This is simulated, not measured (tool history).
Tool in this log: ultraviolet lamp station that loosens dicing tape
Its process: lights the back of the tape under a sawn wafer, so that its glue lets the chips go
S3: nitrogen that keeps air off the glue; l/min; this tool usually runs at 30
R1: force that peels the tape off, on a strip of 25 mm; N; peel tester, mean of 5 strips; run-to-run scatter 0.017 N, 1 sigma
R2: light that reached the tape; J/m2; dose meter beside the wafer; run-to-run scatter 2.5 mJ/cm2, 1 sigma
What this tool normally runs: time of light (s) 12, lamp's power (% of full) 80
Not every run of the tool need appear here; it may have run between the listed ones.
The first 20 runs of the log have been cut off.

{"run": 21, "hour": 663.3, "time of light (s)": 12, "lamp's power (% of full)": 80, "S3": 30, "R1": 1.381, "R2": 2190}
{"hour": 690.4, "done": "window cleaned of glue's vapour"}
{"run": 22, "hour": 707.0, "time of light (s)": 9, "lamp's power (% of full)": 66, "S3": 33, "R1": 2.747, "R2": 1400}
{"run": 23, "hour": 730.3, "time of light (s)": 15, "lamp's power (% of full)": 85, "S3": 10, "R1": 1.759, "R2": 3010}
{"run": 24, "hour": 758.8, "time of light (s)": 15, "lamp's power (% of full)": 85, "S3": 10, "R1": 1.786, "R2": 2940}
{"run": 25, "hour": 798.6, "time of light (s)": 18, "lamp's power (% of full)": 92, "S3": 18, "R1": 0.653, "R2": 3820}
{"run": 26, "hour": 833.9, "time of light (s)": 12, "lamp's power (% of full)": 80, "S3": 42, "R1": 1.055, "R2": 2210}
{"run": 27, "hour": 867.0, "time of light (s)": 12, "lamp's power (% of full)": 80, "S3": 42, "R1": 1.079, "R2": 2200}
{"run": 28, "hour": 896.7, "time of light (s)": 12, "lamp's power (% of full)": 80, "S3": 42, "R1": 1.143, "R2": 2190}
{"run": 29, "hour": 942.6, "time of light (s)": 12, "lamp's power (% of full)": 80, "S3": 42, "R1": 1.105, "R2": 2120}
{"run": 30, "hour": 991.5, "time of light (s)": 7, "lamp's power (% of full)": 71, "S3": 30, "R1": 3.89, "R2": 1050}
{"run": 31, "hour": 1029.9, "time of light (s)": 20, "lamp's power (% of full)": 62, "S3": 15, "R1": 1.57, "R2": 2640}
{"run": 32, "hour": 1062.8, "time of light (s)": 20, "lamp's power (% of full)": 62, "S3": 15, "R1": 1.604, "R2": 2640}
{"run": 33, "hour": 1087.5, "time of light (s)": 8, "lamp's power (% of full)": 66, "S3": 30, "R1": 3.741, "R2": 1130}
{"run": 34, "hour": 1108.9, "time of light (s)": 8, "lamp's power (% of full)": 66, "S3": 30, "R1": 3.769, "R2": 1080}
{"hour": 1147.8, "done": "window cleaned of glue's vapour"}
{"run": 35, "hour": 1147.8, "time of light (s)": 8, "lamp's power (% of full)": 66, "S3": 30, "R1": 3.445, "R2": 1170}
{"run": 36, "hour": 1170.8, "time of light (s)": 8, "lamp's power (% of full)": 66, "S3": 30, "R1": 3.748, "R2": 1150}
{"run": 37, "hour": 1196.2, "time of light (s)": 8, "lamp's power (% of full)": 66, "S3": 30, "R1": 3.728, "R2": 1110}
{"run": 38, "hour": 1216.7, "time of light (s)": 12, "lamp's power (% of full)": 75, "S3": 13, "R1": 2.923, "R2": 2000}
{"run": 39, "hour": 1261.7, "time of light (s)": 17, "lamp's power (% of full)": 80, "S3": 30, "R1": 0.804, "R2": 2810}
{"run": 40, "hour": 1308.9, "time of light (s)": 17, "lamp's power (% of full)": 80, "S3": 30, "R1": 0.818, "R2": 2800}
{"run": 41, "hour": 1350.3, "time of light (s)": 17, "lamp's power (% of full)": 80, "S3": 30, "R1": 0.85, "R2": 2780}
{"run": 42, "hour": 1379.6, "time of light (s)": 13, "lamp's power (% of full)": 61, "S3": 55, "R1": 1.599, "R2": 1630}

5 options for the next run, each taken on its own from the tool as it stands now. Forecast them:
{"run": "A", "hour": 1427.4, "time of light (s)": 7, "lamp's power (% of full)": 83, "S3": 27, "R1": "?", "R2": "?"}
{"run": "B", "hour": 1427.4, "time of light (s)": 14, "lamp's power (% of full)": 61, "S3": 55, "R1": "?", "R2": "?"}
{"run": "C", "hour": 1427.4, "time of light (s)": 6, "lamp's power (% of full)": 67, "S3": 23, "R1": "?", "R2": "?"}
{"run": "D", "hour": 1427.4, "time of light (s)": 10, "lamp's power (% of full)": 61, "S3": 55, "R1": "?", "R2": "?"}
{"run": "E", "hour": 1427.4, "time of light (s)": 12, "lamp's power (% of full)": 77, "S3": 51, "R1": "?", "R2": "?"}

run=A R1=3.63 R2=1150
run=B R1=1.496 R2=1690
run=C R1=5.529 R2=810
run=D R1=2.459 R2=1240
run=E R1=1.333 R2=1830
What these runs would have given with no unlogged condition in the tool:
run=A R1=2.141 R2=1720
run=B R1=0.666 R2=2520
run=C R1=3.872 R2=1210
run=D R1=1.253 R2=1830
run=E R1=0.586 R2=2730
